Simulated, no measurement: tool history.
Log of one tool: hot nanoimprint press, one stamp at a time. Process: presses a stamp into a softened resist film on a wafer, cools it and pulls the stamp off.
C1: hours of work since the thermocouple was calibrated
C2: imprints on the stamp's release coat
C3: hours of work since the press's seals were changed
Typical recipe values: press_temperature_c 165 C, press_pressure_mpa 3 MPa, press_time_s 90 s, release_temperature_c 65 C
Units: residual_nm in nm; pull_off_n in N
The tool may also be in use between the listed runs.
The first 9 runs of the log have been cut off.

-- hour=195.2 stamp cleaned and given a new release coat
run 10 hour=196.4 | press_temperature_c=165 press_pressure_mpa=3 press_time_s=90 release_temperature_c=65 | C1=143 C2=4 C3=20 | residual_nm=206.7 pull_off_n=203
run 11 hour=225.5 | press_temperature_c=165 press_pressure_mpa=3 press_time_s=90 release_temperature_c=65 | C1=165 C2=88 C3=42 | residual_nm=206.7 pull_off_n=208
run 12 hour=247.1 | press_temperature_c=165 press_pressure_mpa=3 press_time_s=90 release_temperature_c=65 | C1=182 C2=150 C3=59 | residual_nm=205 pull_off_n=211
run 13 hour=275.8 | press_temperature_c=165 press_pressure_mpa=3 press_time_s=90 release_temperature_c=61 | C1=205 C2=232 C3=82 | residual_nm=205.6 pull_off_n=213
run 14 hour=305.4 | press_temperature_c=165 press_pressure_mpa=3 press_time_s=90 release_temperature_c=61 | C1=228 C2=318 C3=105 | residual_nm=208.1 pull_off_n=229
run 15 hour=325.8 | press_temperature_c=165 press_pressure_mpa=3 press_time_s=90 release_temperature_c=65 | C1=244 C2=377 C3=121 | residual_nm=207.2 pull_off_n=215
run 16 hour=339.2 | press_temperature_c=165 press_pressure_mpa=3 press_time_s=90 release_temperature_c=65 | C1=254 C2=415 C3=131 | residual_nm=206.8 pull_off_n=222
run 17 hour=356.9 | press_temperature_c=168 press_pressure_mpa=3 press_time_s=90 release_temperature_c=60 | C1=268 C2=466 C3=145 | residual_nm=189.8 pull_off_n=233
-- hour=372.4 plate thermocouple calibrated
run 18 hour=386.3 | press_temperature_c=168 press_pressure_mpa=3 press_time_s=90 release_temperature_c=60 | C1=11 C2=542 C3=166 | residual_nm=185.9 pull_off_n=239
run 19 hour=411.3 | press_temperature_c=169 press_pressure_mpa=3.32 press_time_s=89 release_temperature_c=53 | C1=30 C2=614 C3=185 | residual_nm=170.5 pull_off_n=269
run 20 hour=439.7 | press_temperature_c=165 press_pressure_mpa=3.57 press_time_s=90 release_temperature_c=65 | C1=53 C2=696 C3=207 | residual_nm=183.6 pull_off_n=232
run 21 hour=459.7 | press_temperature_c=165 press_pressure_mpa=3 press_time_s=90 release_temperature_c=64 | C1=68 C2=754 C3=223 | residual_nm=205.4 pull_off_n=232
run 22 hour=488 | press_temperature_c=175 press_pressure_mpa=2.7 press_time_s=90 release_temperature_c=65 | C1=90 C2=835 C3=245 | residual_nm=163.3 pull_off_n=238
run 23 hour=501.4 | press_temperature_c=175 press_pressure_mpa=2.7 press_time_s=90 release_temperature_c=65 | C1=101 C2=874 C3=256 | residual_nm=163.1 pull_off_n=240
run 24 hour=520.5 | press_temperature_c=165 press_pressure_mpa=2.08 press_time_s=46 release_temperature_c=51 | C1=116 C2=929 C3=271 | residual_nm=305.8 pull_off_n=288
run 25 hour=540.6 | press_temperature_c=165 press_pressure_mpa=2.08 press_time_s=46 release_temperature_c=51 | C1=131 C2=987 C3=286 | residual_nm=306.8 pull_off_n=290
run 26 hour=568 | press_temperature_c=155 press_pressure_mpa=2.25 press_time_s=139 release_temperature_c=68 | C1=153 C2=1066 C3=308 | residual_nm=285 pull_off_n=252
-- hour=595 stamp cleaned and given a new release coat
run 27 hour=598.6 | press_temperature_c=165 press_pressure_mpa=4.22 press_time_s=51 release_temperature_c=65 | C1=172 C2=10 C3=327 | residual_nm=204.1 pull_off_n=193
run 28 hour=627.6 | press_temperature_c=160 press_pressure_mpa=2.02 press_time_s=90 release_temperature_c=65 | C1=195 C2=94 C3=350 | residual_nm=294.7 pull_off_n=209
run 29 hour=645.3 | press_temperature_c=160 press_pressure_mpa=2.02 press_time_s=90 release_temperature_c=65 | C1=209 C2=145 C3=363 | residual_nm=293.1 pull_off_n=209
run 30 hour=673.4 | press_temperature_c=166 press_pressure_mpa=4.14 press_time_s=94 release_temperature_c=58 | C1=231 C2=226 C3=385 | residual_nm=163.8 pull_off_n=236
run 31 hour=700.5 | press_temperature_c=165 press_pressure_mpa=3.13 press_time_s=109 release_temperature_c=65 | C1=252 C2=304 C3=406 | residual_nm=189 pull_off_n=209

3 options for the next run, each taken on its own from the tool as it stands now. Forecast them:
run A hour=724.3 | press_temperature_c=165 press_pressure_mpa=2.12 press_time_s=90 release_temperature_c=65 | C1=270 C2=372 C3=425 | residual_nm=? pull_off_n=?
run B hour=724.3 | press_temperature_c=165 press_pressure_mpa=2.52 press_time_s=68 release_temperature_c=66 | C1=270 C2=372 C3=425 | residual_nm=? pull_off_n=?
run C hour=724.3 | press_temperature_c=165 press_pressure_mpa=2.23 press_time_s=90 release_temperature_c=62 | C1=270 C2=372 C3=425 | residual_nm=? pull_off_n=?

run=A residual_nm=253 pull_off_n=225
run=B residual_nm=251.3 pull_off_n=210
run=C residual_nm=244.8 pull_off_n=230
Without the tool's hidden state the same runs would have given:
run=A residual_nm=247.5 pull_off_n=204
run=B residual_nm=245.5 pull_off_n=191
run=C residual_nm=239.4 pull_off_n=208

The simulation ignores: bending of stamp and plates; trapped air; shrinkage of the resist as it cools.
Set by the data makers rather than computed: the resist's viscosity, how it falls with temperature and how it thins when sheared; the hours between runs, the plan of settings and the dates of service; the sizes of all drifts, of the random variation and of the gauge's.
